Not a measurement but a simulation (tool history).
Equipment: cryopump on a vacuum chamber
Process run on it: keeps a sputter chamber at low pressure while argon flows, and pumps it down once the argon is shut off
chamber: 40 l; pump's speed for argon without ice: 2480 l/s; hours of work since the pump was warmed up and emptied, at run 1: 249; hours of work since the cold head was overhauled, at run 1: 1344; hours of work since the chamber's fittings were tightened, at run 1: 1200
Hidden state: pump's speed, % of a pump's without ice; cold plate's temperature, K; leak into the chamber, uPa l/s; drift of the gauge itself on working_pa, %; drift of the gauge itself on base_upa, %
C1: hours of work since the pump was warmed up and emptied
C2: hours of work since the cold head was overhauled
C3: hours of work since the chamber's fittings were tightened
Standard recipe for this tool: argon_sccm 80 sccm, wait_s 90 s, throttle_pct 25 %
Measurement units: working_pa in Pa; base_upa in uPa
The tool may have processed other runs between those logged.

Run 1, hour 0.0: usual settings; C1 249; C2 1344; C3 1200. Result: working_pa 0.2287 Pa, base_upa 1.40 uPa.
Run 2, hour 32.7: usual settings but argon_sccm 50 sccm; C1 274; C2 1370; C3 1226. Result: working_pa 0.1431 Pa, base_upa 1.49 uPa.
Run 3, hour 91.4: usual settings but argon_sccm 50 sccm; C1 321; C2 1416; C3 1272. Result: working_pa 0.1435 Pa, base_upa 1.50 uPa.
Run 4, hour 137.0: usual settings but argon_sccm 50 sccm; C1 356; C2 1452; C3 1308. Result: working_pa 0.1453 Pa, base_upa 1.58 uPa.
Run 5, hour 164.4: usual settings but argon_sccm 50 sccm; C1 378; C2 1473; C3 1329. Result: working_pa 0.1470 Pa, base_upa 1.67 uPa.
Run 6, hour 226.0: usual settings; C1 426; C2 1522; C3 1377. Result: working_pa 0.2361 Pa, base_upa 1.69 uPa.
Run 7, hour 278.8: usual settings but wait_s 88 s; C1 468; C2 1563; C3 1419. Result: working_pa 0.2411 Pa, base_upa 1.78 uPa.
At hour 313.5: pump warmed up, emptied and cooled again.
Run 8, hour 313.5: usual settings; C1 0; C2 1586; C3 1442. Result: working_pa 0.2186 Pa, base_upa 1.44 uPa.
Run 9, hour 346.1: usual settings; C1 26; C2 1612; C3 1468. Result: working_pa 0.2196 Pa, base_upa 1.41 uPa.
Run 10, hour 404.5: usual settings; C1 71; C2 1658; C3 1514. Result: working_pa 0.2221 Pa, base_upa 1.52 uPa.
Run 11, hour 432.2: usual settings; C1 93; C2 1680; C3 1535. Result: working_pa 0.2236 Pa, base_upa 1.56 uPa.
Run 12, hour 484.1: usual settings; C1 134; C2 1720; C3 1576. Result: working_pa 0.2227 Pa, base_upa 1.59 uPa.
Run 13, hour 539.9: usual settings; C1 178; C2 1764; C3 1620. Result: working_pa 0.2255 Pa, base_upa 1.68 uPa.
Run 14, hour 586.2: usual settings; C1 214; C2 1801; C3 1656. Result: working_pa 0.2276 Pa, base_upa 1.71 uPa.
Run 15, hour 647.3: usual settings; C1 262; C2 1849; C3 1704. Result: working_pa 0.2295 Pa, base_upa 1.82 uPa.
Run 16, hour 688.1: usual settings; C1 294; C2 1881; C3 1736. Result: working_pa 0.2320 Pa, base_upa 1.81 uPa.
Run 17, hour 727.6: usual settings; C1 325; C2 1912; C3 1767. Result: working_pa 0.2324 Pa, base_upa 1.87 uPa.
Run 18, hour 765.9: usual settings but argon_sccm 74 sccm, wait_s 41 s, throttle_pct 16 %; C1 355; C2 1942; C3 1797. Result: working_pa 0.3295 Pa, base_upa 2.50 uPa.
Run 19, hour 794.6: usual settings but argon_sccm 156 sccm, wait_s 41 s, throttle_pct 16 %; C1 378; C2 1964; C3 1820. Result: working_pa 0.6961 Pa, base_upa 2.53 uPa.
Run 20, hour 842.4: usual settings but argon_sccm 65 sccm, wait_s 22 s; C1 415; C2 2002; C3 1857. Result: working_pa 0.1938 Pa, base_upa 3.45 uPa.
Run 21, hour 898.1: usual settings but argon_sccm 65 sccm, wait_s 22 s; C1 459; C2 2045; C3 1901. Result: working_pa 0.1947 Pa, base_upa 3.68 uPa.
At hour 940.8: pump warmed up, emptied and cooled again.
Run 22, hour 952.6: usual settings but argon_sccm 89 sccm, wait_s 253 s, throttle_pct 55 %; C1 9; C2 2084; C3 1940. Result: working_pa 0.1127 Pa, base_upa 1.38 uPa.
Run 23, hour 1014.0: usual settings but argon_sccm 89 sccm, wait_s 253 s, throttle_pct 55 %; C1 57; C2 2133; C3 1988. Result: working_pa 0.1141 Pa, base_upa 1.50 uPa.
Run 24, hour 1067.5: usual settings but argon_sccm 148 sccm, wait_s 69 s, throttle_pct 20 %; C1 99; C2 2175; C3 2030. Result: working_pa 0.5138 Pa, base_upa 1.99 uPa.
Run 25, hour 1101.3: usual settings but argon_sccm 47 sccm, wait_s 25 s, throttle_pct 33 %; C1 126; C2 2201; C3 2057. Result: working_pa 0.1006 Pa, base_upa 3.19 uPa.
Run 26, hour 1146.9: usual settings but wait_s 44 s; C1 162; C2 2237; C3 2093. Result: working_pa 0.2277 Pa, base_upa 2.44 uPa.
At hour 1159.6: leaking fittings of the chamber tightened, without venting.
Run 27, hour 1198.7: usual settings but argon_sccm 34 sccm; C1 201; C2 2276; C3 31. Result: working_pa 0.0961 Pa, base_upa 0.59 uPa.
Run 28, hour 1247.0: usual settings but argon_sccm 70 sccm, wait_s 28 s; C1 239; C2 2314; C3 69. Result: working_pa 0.2005 Pa, base_upa 1.70 uPa.
Run 29, hour 1305.9: usual settings but wait_s 26 s, throttle_pct 37 %; C1 285; C2 2360; C3 115. Result: working_pa 0.1614 Pa, base_upa 1.86 uPa.
Run 30, hour 1355.6: usual settings but wait_s 47 s; C1 324; C2 2399; C3 154. Result: working_pa 0.2331 Pa, base_upa 1.20 uPa.
Run 31, hour 1408.4: usual settings but wait_s 47 s; C1 366; C2 2441; C3 195. Result: working_pa 0.2362 Pa, base_upa 1.21 uPa.
Run 32, hour 1442.7: usual settings but argon_sccm 159 sccm, wait_s 128 s; C1 393; C2 2468; C3 222. Result: working_pa 0.4744 Pa, base_upa 0.67 uPa.
Run 33, hour 1500.6: usual settings but argon_sccm 78 sccm, wait_s 51 s; C1 438; C2 2513; C3 268. Result: working_pa 0.2340 Pa, base_upa 1.22 uPa.

Hidden state at the last listed run before each entry between runs and at the first one after, where it differs:
Runs 7 to 8: pump warmed up, emptied and cooled again (hour 313.5)
  pump's speed, % of a pump's without ice: 73 -> 99.9; cold plate's temperature, K: 13.11 -> 13.12; leak into the chamber, uPa l/s: 2296 -> 2331
  measured less the result without the state, working_pa: +0.0219 -> +0.0013 Pa; base_upa: +1.18 -> +0.84 uPa
Runs 21 to 22: pump warmed up, emptied and cooled again (hour 940.8)
  pump's speed, % of a pump's without ice: 72.8 -> 99; cold plate's temperature, K: 13.39 -> 13.41; leak into the chamber, uPa l/s: 2923 -> 2974
  measured less the result without the state, working_pa: +0.0182 -> +0.0024 Pa; base_upa: +1.60 -> +1.12 uPa
Runs 26 to 27: leaking fittings of the chamber tightened, without venting (hour 1159.6)
  pump's speed, % of a pump's without ice: 90 -> 87.9; cold plate's temperature, K: 13.51 -> 13.53; leak into the chamber, uPa l/s: 3174 -> 394
  measured less the result without the state, working_pa: +0.0080 -> +0.0040 Pa; base_upa: +1.35 -> +0.07 uPa

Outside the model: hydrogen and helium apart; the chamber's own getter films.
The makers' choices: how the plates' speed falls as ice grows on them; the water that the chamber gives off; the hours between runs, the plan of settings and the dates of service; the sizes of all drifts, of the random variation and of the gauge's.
